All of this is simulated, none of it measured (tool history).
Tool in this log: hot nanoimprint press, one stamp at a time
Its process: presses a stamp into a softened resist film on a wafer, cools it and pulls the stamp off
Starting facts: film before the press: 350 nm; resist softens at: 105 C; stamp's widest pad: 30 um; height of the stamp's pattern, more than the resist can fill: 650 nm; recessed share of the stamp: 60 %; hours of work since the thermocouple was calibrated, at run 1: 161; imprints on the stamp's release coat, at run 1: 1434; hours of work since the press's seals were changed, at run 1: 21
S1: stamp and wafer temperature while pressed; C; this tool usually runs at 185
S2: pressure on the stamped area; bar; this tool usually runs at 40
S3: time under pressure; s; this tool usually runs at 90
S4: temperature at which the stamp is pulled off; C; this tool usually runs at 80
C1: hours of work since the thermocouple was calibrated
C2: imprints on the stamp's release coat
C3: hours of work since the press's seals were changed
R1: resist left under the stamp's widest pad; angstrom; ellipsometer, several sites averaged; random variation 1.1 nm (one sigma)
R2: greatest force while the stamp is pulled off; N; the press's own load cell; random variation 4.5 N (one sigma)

{"run": 1, "day": 0.0, "S1": 185, "S2": 40, "S3": 90, "S4": 80, "C1": 161, "C2": 1434, "C3": 21, "R1": 1747, "R2": 315}
{"run": 2, "day": 0.621, "S1": 185, "S2": 40, "S3": 90, "S4": 80, "C1": 167, "C2": 1470, "C3": 28, "R1": 1720, "R2": 328}
{"run": 3, "day": 1.038, "S1": 185, "S2": 40, "S3": 90, "S4": 80, "C1": 171, "C2": 1495, "C3": 32, "R1": 1730, "R2": 328}
{"run": 4, "day": 1.533, "S1": 185, "S2": 40, "S3": 90, "S4": 80, "C1": 177, "C2": 1524, "C3": 37, "R1": 1742, "R2": 333}
{"run": 5, "day": 1.892, "S1": 185, "S2": 40, "S3": 90, "S4": 80, "C1": 180, "C2": 1545, "C3": 41, "R1": 1730, "R2": 346}
{"run": 6, "day": 2.446, "S1": 185, "S2": 40, "S3": 90, "S4": 80, "C1": 186, "C2": 1578, "C3": 47, "R1": 1736, "R2": 339}
{"run": 7, "day": 3.058, "S1": 185, "S2": 40.2, "S3": 90, "S4": 80, "C1": 193, "C2": 1614, "C3": 54, "R1": 1719, "R2": 350}
{"run": 8, "day": 3.679, "S1": 185, "S2": 40, "S3": 90, "S4": 80, "C1": 199, "C2": 1651, "C3": 60, "R1": 1762, "R2": 342}
{"run": 9, "day": 4.025, "S1": 185, "S2": 40, "S3": 107, "S4": 80, "C1": 203, "C2": 1672, "C3": 64, "R1": 1640, "R2": 346}
{"run": 10, "day": 4.529, "S1": 185, "S2": 40, "S3": 90, "S4": 80, "C1": 208, "C2": 1701, "C3": 69, "R1": 1727, "R2": 346}
{"run": 11, "day": 5.008, "S1": 185, "S2": 40, "S3": 90, "S4": 80, "C1": 213, "C2": 1730, "C3": 74, "R1": 1721, "R2": 354}
{"run": 12, "day": 5.588, "S1": 185, "S2": 40, "S3": 90, "S4": 80, "C1": 219, "C2": 1764, "C3": 80, "R1": 1740, "R2": 369}
{"run": 13, "day": 6.088, "S1": 185, "S2": 36.6, "S3": 90, "S4": 80, "C1": 225, "C2": 1794, "C3": 85, "R1": 1803, "R2": 362}
{"run": 14, "day": 6.704, "S1": 185, "S2": 40, "S3": 70, "S4": 80, "C1": 231, "C2": 1830, "C3": 92, "R1": 1908, "R2": 359}
{"run": 15, "day": 7.221, "S1": 185, "S2": 40, "S3": 47, "S4": 80, "C1": 237, "C2": 1860, "C3": 97, "R1": 2151, "R2": 359}
{"day": 7.817, "done": "stamp cleaned and given a new release coat"}
{"run": 16, "day": 8.004, "S1": 185, "S2": 40.7, "S3": 47, "S4": 80, "C1": 242, "C2": 11, "C3": 103, "R1": 2126, "R2": 221}
{"run": 17, "day": 8.642, "S1": 176, "S2": 62.4, "S3": 47, "S4": 75, "C1": 249, "C2": 49, "C3": 110, "R1": 2485, "R2": 240}
{"run": 18, "day": 8.971, "S1": 197, "S2": 62.4, "S3": 47, "S4": 83, "C1": 252, "C2": 68, "C3": 113, "R1": 1126, "R2": 210}
{"run": 19, "day": 9.267, "S1": 197, "S2": 62.4, "S3": 47, "S4": 83, "C1": 256, "C2": 86, "C3": 116, "R1": 1114, "R2": 214}

For run 20, what comes out?
{"run": 20, "day": 9.792, "S1": 185, "S2": 40, "S3": 69, "S4": 76, "C1": 261, "C2": 117, "C3": 122, "R1": "?", "R2": "?"}

R1: 1922 angstrom
R2: 250 N
Had the tool carried no hidden state, the very same run would have given R1 1821 angstrom, R2 236 N.
